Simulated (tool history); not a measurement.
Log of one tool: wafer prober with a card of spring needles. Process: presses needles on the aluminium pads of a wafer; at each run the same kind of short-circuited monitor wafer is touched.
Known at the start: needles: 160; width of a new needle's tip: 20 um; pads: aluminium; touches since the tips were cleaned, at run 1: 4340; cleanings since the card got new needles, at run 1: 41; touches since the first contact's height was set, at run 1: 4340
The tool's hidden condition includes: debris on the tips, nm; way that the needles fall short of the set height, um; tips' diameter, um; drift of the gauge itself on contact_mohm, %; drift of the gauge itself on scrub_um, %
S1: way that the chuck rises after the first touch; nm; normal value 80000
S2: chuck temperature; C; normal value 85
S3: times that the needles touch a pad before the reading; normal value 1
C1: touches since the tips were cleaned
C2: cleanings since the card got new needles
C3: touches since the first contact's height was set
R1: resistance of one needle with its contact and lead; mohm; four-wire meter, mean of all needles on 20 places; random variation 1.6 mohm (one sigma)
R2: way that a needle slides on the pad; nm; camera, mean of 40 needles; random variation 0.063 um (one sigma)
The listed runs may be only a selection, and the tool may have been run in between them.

Run 1, hour 0: usual settings; C1 4340; C2 41; C3 4340. Result: R1 265 mohm, R2 20810 nm.
At hour 21.9: tips cleaned on abrasive film.
At hour 56.8: tips cleaned on abrasive film.
Run 2, hour 81.6: usual settings; C1 6688; C2 43; C3 26285. Result: R1 264 mohm, R2 20600 nm.
At hour 93.3: tips cleaned on abrasive film.
At hour 130.8: tips cleaned on abrasive film.
Run 3, hour 140.8: usual settings but S2 65 C; C1 2681; C2 45; C3 42195. Result: R1 246 mohm, R2 20590 nm.
At hour 166.9: tips cleaned on abrasive film.
At hour 201.2: tips cleaned on abrasive film.
Run 4, hour 208.8: usual settings but S2 65 C; C1 2047; C2 47; C3 60474. Result: R1 236 mohm, R2 20580 nm.
At hour 234.6: tips cleaned on abrasive film.
At hour 272.8: tips cleaned on abrasive film.
Run 5, hour 273.2: usual settings; C1 104; C2 49; C3 77809. Result: R1 167 mohm, R2 20440 nm.
At hour 307.8: tips cleaned on abrasive film.
Run 6, hour 310.4: usual settings; C1 693; C2 50; C3 87794. Result: R1 202 mohm, R2 20380 nm.
At hour 341.1: tips cleaned on abrasive film.
Run 7, hour 361.6: usual settings; C1 5522; C2 51; C3 101583. Result: R1 271 mohm, R2 20390 nm.
At hour 378.2: tips cleaned on abrasive film.
At hour 411.3: tips cleaned on abrasive film.
Run 8, hour 432.1: usual settings; C1 5628; C2 53; C3 120553. Result: R1 275 mohm, R2 20210 nm.
At hour 447.7: tips cleaned on abrasive film.
At hour 481.2: tips cleaned on abrasive film.
Run 9, hour 495.1: usual settings; C1 3754; C2 55; C3 137481. Result: R1 258 mohm, R2 20200 nm.
At hour 516.8: tips cleaned on abrasive film.
Run 10, hour 537.2: usual settings; C1 5500; C2 56; C3 148805. Result: R1 276 mohm, R2 20160 nm.
At hour 554.5: tips cleaned on abrasive film.
At hour 587.9: tips cleaned on abrasive film.
Run 11, hour 603.7: usual settings; C1 4266; C2 58; C3 166695. Result: R1 271 mohm, R2 20110 nm.
At hour 625.2: tips cleaned on abrasive film.
Run 12, hour 647.6: usual settings; C1 6042; C2 59; C3 178485. Result: R1 277 mohm, R2 20100 nm.
At hour 659: tips cleaned on abrasive film.
At hour 692: tips cleaned on abrasive film.
At hour 698.5: height of the first contact set anew.
Run 13, hour 719.9: usual settings; C1 7440; C2 61; C3 5791. Result: R1 269 mohm, R2 20640 nm.
At hour 726.6: tips cleaned on abrasive film.
At hour 763.6: tips cleaned on abrasive film.
Run 14, hour 764.5: usual settings; C1 224; C2 63; C3 17747. Result: R1 182 mohm, R2 20690 nm.
At hour 801.7: tips cleaned on abrasive film.
Run 15, hour 832.6: usual settings; C1 8345; C2 64; C3 36099. Result: R1 276 mohm, R2 20700 nm.
At hour 836.3: tips cleaned on abrasive film.
At hour 871.9: tips cleaned on abrasive film.
Run 16, hour 871.9: usual settings; C1 0; C2 66; C3 46647. Result: R1 168 mohm, R2 20500 nm.
At hour 906.4: tips cleaned on abrasive film.
At hour 942.7: tips cleaned on abrasive film.
Run 17, hour 949.4: usual settings but S1 71000 nm; C1 1809; C2 68; C3 67483. Result: R1 260 mohm, R2 18170 nm.
At hour 980.3: tips cleaned on abrasive film.
Run 18, hour 999.7: usual settings but S1 99000 nm, S2 32 C, S3 3; C1 5230; C2 69; C3 81015. Result: R1 176 mohm, R2 25400 nm.
At hour 1017.2: tips cleaned on abrasive film.
Run 19, hour 1049.6: usual settings but S1 99000 nm, S2 32 C, S3 3; C1 8731; C2 70; C3 94454. Result: R1 180 mohm, R2 25400 nm.
At hour 1056.4: tips cleaned on abrasive film.
At hour 1092.2: tips cleaned on abrasive film.
Run 20, hour 1113.7: usual settings but S1 82000 nm, S2 47 C; C1 5785; C2 72; C3 111674. Result: R1 274 mohm, R2 20930 nm.
At hour 1132.5: tips cleaned on abrasive film.
At hour 1166.6: tips cleaned on abrasive film.
Run 21, hour 1184: usual settings but S3 2; C1 4682; C2 74; C3 130588. Result: R1 230 mohm, R2 20250 nm.
At hour 1205.1: tips cleaned on abrasive film.
At hour 1240.8: tips cleaned on abrasive film.
Run 22, hour 1261.6: usual settings but S1 62000 nm, S2 53 C, S3 2; C1 5613; C2 76; C3 151475. Result: R1 283 mohm, R2 15580 nm.
At hour 1274.8: tips cleaned on abrasive film.
Run 23, hour 1295.7: usual settings but S1 85000 nm; C1 5634; C2 77; C3 160640. Result: R1 268 mohm, R2 21370 nm.
At hour 1308.5: tips cleaned on abrasive film.
At hour 1347.3: tips cleaned on abrasive film.
Run 24, hour 1373.2: usual settings but S1 83000 nm, S2 62 C; C1 6987; C2 79; C3 181474. Result: R1 282 mohm, R2 20790 nm.
At hour 1384.9: tips cleaned on abrasive film.
At hour 1413.2: height of the first contact set anew.
At hour 1419.7: tips cleaned on abrasive film.
Run 25, hour 1444.7: usual settings but S1 73000 nm; C1 6753; C2 81; C3 8476. Result: R1 307 mohm, R2 18990 nm.
At hour 1458.8: tips cleaned on abrasive film.
At hour 1493.4: tips cleaned on abrasive film.
Run 26, hour 1518.2: usual settings but S1 73000 nm; C1 6693; C2 83; C3 28233. Result: R1 311 mohm, R2 18750 nm.
At hour 1532.8: tips cleaned on abrasive film.
At hour 1569.2: tips cleaned on abrasive film.
Run 27, hour 1569.2: usual settings but S1 73000 nm, S3 2; C1 0; C2 85; C3 41934. Result: R1 163 mohm, R2 18710 nm.
At hour 1603.2: tips cleaned on abrasive film.
Run 28, hour 1603.2: usual settings but S1 78000 nm, S2 33 C, S3 3; C1 0; C2 86; C3 51080. Result: R1 148 mohm, R2 19930 nm.
At hour 1642.4: tips cleaned on abrasive film.
Run 29, hour 1665.5: usual settings but S1 64000 nm, S3 2; C1 6226; C2 87; C3 67849. Result: R1 274 mohm, R2 16340 nm.
At hour 1677.1: tips cleaned on abrasive film.
Run 30, hour 1703.1: usual settings but S2 103 C; C1 7021; C2 88; C3 77966. Result: R1 290 mohm, R2 20520 nm.
At hour 1711.8: tips cleaned on abrasive film.
At hour 1745.7: tips cleaned on abrasive film.
Run 31, hour 1777.9: usual settings but S1 72000 nm, S2 109 C, S3 3; C1 8690; C2 90; C3 98078. Result: R1 215 mohm, R2 18360 nm.
At hour 1781.7: tips cleaned on abrasive film.
At hour 1815.8: tips cleaned on abrasive film.
Run 32, hour 1845.7: usual settings but S1 99000 nm, S2 61 C, S3 2; C1 8074; C2 92; C3 116309. Result: R1 205 mohm, R2 25250 nm.

Some steps in R1 between neighbouring runs. How much of each would the tool show without its hidden state too (settings, what came in, random variation), and how much is left for the hidden state, with any gauge scatter that isn't in both results?
Run 15 -> 16: tips cleaned on abrasive film, tips cleaned on abrasive film. R1 -108 mohm: hidden state -109, all else +1.
Run 26 -> 27: S3 1 -> 2, tips cleaned on abrasive film, tips cleaned on abrasive film. R1 -148 mohm: hidden state -145, all else -3.
Run 28 -> 29: S1 78000 -> 64000, S2 33 -> 85, S3 3 -> 2, tips cleaned on abrasive film. R1 +126 mohm: hidden state +115, all else +11.

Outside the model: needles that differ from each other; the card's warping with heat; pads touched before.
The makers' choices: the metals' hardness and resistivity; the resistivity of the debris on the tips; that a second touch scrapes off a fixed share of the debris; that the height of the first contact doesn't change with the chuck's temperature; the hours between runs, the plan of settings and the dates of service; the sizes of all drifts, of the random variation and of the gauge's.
